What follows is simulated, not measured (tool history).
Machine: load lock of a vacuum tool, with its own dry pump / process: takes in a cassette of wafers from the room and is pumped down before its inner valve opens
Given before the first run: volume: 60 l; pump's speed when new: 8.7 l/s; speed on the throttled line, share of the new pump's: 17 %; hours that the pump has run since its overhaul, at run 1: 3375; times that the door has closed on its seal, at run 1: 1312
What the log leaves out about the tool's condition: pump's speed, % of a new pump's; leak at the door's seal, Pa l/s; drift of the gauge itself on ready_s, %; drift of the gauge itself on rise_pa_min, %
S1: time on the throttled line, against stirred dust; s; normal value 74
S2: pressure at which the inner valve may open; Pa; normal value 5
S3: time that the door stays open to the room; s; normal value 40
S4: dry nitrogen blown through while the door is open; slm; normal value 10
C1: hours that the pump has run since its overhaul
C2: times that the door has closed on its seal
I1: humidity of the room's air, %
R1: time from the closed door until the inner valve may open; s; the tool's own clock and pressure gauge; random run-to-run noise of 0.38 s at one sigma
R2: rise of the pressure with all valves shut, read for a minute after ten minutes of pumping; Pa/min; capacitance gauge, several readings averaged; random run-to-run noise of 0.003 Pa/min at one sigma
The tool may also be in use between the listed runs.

run 1 day=0 | S1=74 S2=5 S3=40 S4=10 | C1=3375 C2=1312 | I1=45 | R1=132.5 R2=0.018
run 2 day=9.533 | S1=74 S2=5 S3=40 S4=10 | C1=3603 C2=1824 | I1=46.9 | R1=131.9 R2=0.019
run 3 day=19.05 | S1=74 S2=5 S3=40 S4=10 | C1=3832 C2=2335 | I1=41.4 | R1=132.2 R2=0.016
run 4 day=28.483 | S1=74 S2=5 S3=40 S4=10 | C1=4058 C2=2842 | I1=44.4 | R1=132.2 R2=0.024
run 5 day=34.95 | S1=74 S2=5 S3=40 S4=10 | C1=4213 C2=3189 | I1=45.7 | R1=132.9 R2=0.022
run 6 day=45.938 | S1=74 S2=5 S3=40 S4=10 | C1=4477 C2=3779 | I1=45.3 | R1=133.7 R2=0.026
run 7 day=53.229 | S1=74 S2=5 S3=170 S4=10 | C1=4652 C2=4170 | I1=44.3 | R1=132.6 R2=0.035
run 8 day=58.554 | S1=74 S2=5 S3=170 S4=10 | C1=4780 C2=4456 | I1=45 | R1=133.3 R2=0.039
run 9 day=68.162 | S1=67 S2=5 S3=161 S4=10 | C1=5011 C2=4972 | I1=45.9 | R1=127.1 R2=0.03
run 10 day=80.442 | S1=67 S2=5 S3=134 S4=7 | C1=5305 C2=5631 | I1=50.1 | R1=127 R2=0.042
run 11 day=85.938 | S1=74 S2=5 S3=128 S4=14 | C1=5437 C2=5926 | I1=49.4 | R1=133.9 R2=0.04
run 12 day=91.762 | S1=74 S2=8 S3=128 S4=34 | C1=5577 C2=6239 | I1=42.1 | R1=129.5 R2=0.031
run 13 day=103.325 | S1=74 S2=8 S3=128 S4=34 | C1=5854 C2=6859 | I1=43.4 | R1=129.6 R2=0.031
run 14 day=115.558 | S1=120 S2=5 S3=40 S4=10 | C1=6148 C2=7516 | I1=45.6 | R1=171 R2=0.034
run 15 day=126.717 | S1=74 S2=6 S3=40 S4=10 | C1=6416 C2=8115 | I1=44.7 | R1=132.1 R2=0.038
run 16 day=134.1 | S1=74 S2=6 S3=40 S4=10 | C1=6593 C2=8511 | I1=46.7 | R1=132.1 R2=0.036

Each row is a separate what-if for the run after 16, all from the same tool condition, not one after another. Results?
run A day=144.333 | S1=74 S2=6 S3=28 S4=10 | C1=6839 C2=9061 | I1=43.7 | R1=? R2=?
run B day=144.333 | S1=74 S2=7 S3=40 S4=8 | C1=6839 C2=9061 | I1=44 | R1=? R2=?
run C day=144.333 | S1=74 S2=4 S3=40 S4=6 | C1=6839 C2=9061 | I1=46.7 | R1=? R2=?

run=A R1=132.3 R2=0.039
run=B R1=131 R2=0.035
run=C R1=135.4 R2=0.047
With the hidden condition removed and each run's random variation left untouched, the same runs would have given:
run=A R1=129.5 R2=0.017
run=B R1=128.2 R2=0.014
run=C R1=132.4 R2=0.025
